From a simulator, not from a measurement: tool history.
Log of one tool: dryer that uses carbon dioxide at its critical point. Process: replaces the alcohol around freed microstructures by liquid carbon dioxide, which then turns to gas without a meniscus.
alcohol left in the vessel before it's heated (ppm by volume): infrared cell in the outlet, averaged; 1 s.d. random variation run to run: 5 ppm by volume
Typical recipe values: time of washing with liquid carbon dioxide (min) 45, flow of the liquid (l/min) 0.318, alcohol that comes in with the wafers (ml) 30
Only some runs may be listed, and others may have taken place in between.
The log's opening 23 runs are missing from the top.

run	hour	time of washing with liquid carbon dioxide (min)	flow of the liquid (l/min)	alcohol that comes in with the wafers (ml)	alcohol left in the vessel before it's heated (ppm by volume)
24	174.9	64	0.365	48	44
25	183.1	34	0.519	79	32
26	191.1	34	0.519	79	36
27	195.6	43	0.318	30	54
28	204	43	0.191	30	382
29	212.4	65	0.324	30	41
30	218.6	45	0.222	32	194
31	228.3	61	0.538	96	39
32	235.1	36	0.339	101	183
33	242.4	45	0.456	44	26
34	252.7	45	0.373	98	59

Estimate the outcome of run 35 from the log above:
35	258.2	45	0.373	98	?

Run 35 came out at alcohol left in the vessel before it's heated (ppm by volume) 56.
Without the tool's hidden state the same run would have given alcohol left in the vessel before it's heated (ppm by volume) 25.
